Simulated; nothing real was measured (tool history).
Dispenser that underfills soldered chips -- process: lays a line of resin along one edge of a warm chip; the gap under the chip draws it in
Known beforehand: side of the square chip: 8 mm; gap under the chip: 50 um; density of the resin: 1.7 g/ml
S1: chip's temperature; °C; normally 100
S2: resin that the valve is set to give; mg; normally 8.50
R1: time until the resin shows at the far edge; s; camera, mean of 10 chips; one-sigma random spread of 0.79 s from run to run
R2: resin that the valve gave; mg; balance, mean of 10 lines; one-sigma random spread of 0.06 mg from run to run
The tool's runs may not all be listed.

run	hour	S1	S2	R1	R2
1	0.0	100	8.50	78.6	8.50
2	4.3	100	8.50	87.8	8.36
# hour 8.2: new syringe of resin
3	9.8	100	8.50	75.1	8.43
4	12.7	100	8.50	81.9	8.46
5	18.2	100	8.50	94.0	8.37
# hour 19.9: new syringe of resin
6	22.5	100	8.50	78.9	8.30
7	25.4	100	8.50	85.0	8.36
8	28.7	100	8.50	88.7	8.29
# hour 31.7: new syringe of resin
9	33.2	103	8.50	70.7	8.32
10	38.6	103	8.50	79.0	8.34
# hour 43.2: new syringe of resin
11	44.4	100	9.15	75.9	8.93
12	47.2	100	9.15	81.3	8.92
13	52.5	100	9.15	91.8	8.89
# hour 55.1: new syringe of resin
14	57.6	100	9.15	77.6	8.91
15	63.2	100	9.15	87.7	8.85
# hour 66.7: new syringe of resin
16	69.3	100	9.15	77.4	8.86
17	73.4	100	9.15	84.6	8.77
# hour 78.5: new syringe of resin
18	79.2	104	8.50	66.6	8.27
19	84.6	87	7.65	127.9	7.27
20	88.8	105	8.50	81.5	8.17
# hour 90.0: new syringe of resin
21	93.9	110	7.66	62.3	7.23
22	99.4	87	7.25	143.1	7.00
# hour 101.8: new syringe of resin
23	104.5	109	8.81	60.9	8.35
24	107.9	111	8.50	63.1	8.05
25	112.2	98	8.58	101.8	8.13
# hour 113.4: new syringe of resin
26	115.6	100	9.78	77.4	9.32
27	121.7	100	11.09	90.5	10.47
# hour 124.9: new syringe of resin
28	125.8	100	11.09	75.1	10.48
29	128.4	100	11.09	80.3	10.41
30	131.2	100	11.09	84.4	10.41
31	134.6	100	11.09	92.1	10.38
# hour 136.8: new syringe of resin
32	140.6	108	11.09	64.4	10.45
33	145.2	96	7.93	105.4	7.41
# hour 148.7: new syringe of resin
34	149.6	96	7.93	89.1	7.48
35	155.6	96	7.93	102.2	7.41
# hour 160.2: new syringe of resin
36	160.2	96	7.93	85.7	7.42

Forecast each of these 4 alternatives for the next run:
A	166.0	89	7.85	?	?
B	166.0	89	10.99	?	?
C	166.0	103	7.93	?	?
D	166.0	106	7.49	?	?

run	R1	R2
A	123.7	7.41
B	116.7	10.12
C	79.5	7.43
D	74.4	7.05
Had the tool no hidden state, the same runs would have come out as:
run	R1	R2
A	104.4	7.97
B	99.9	10.90
C	67.2	7.99
D	62.8	7.59

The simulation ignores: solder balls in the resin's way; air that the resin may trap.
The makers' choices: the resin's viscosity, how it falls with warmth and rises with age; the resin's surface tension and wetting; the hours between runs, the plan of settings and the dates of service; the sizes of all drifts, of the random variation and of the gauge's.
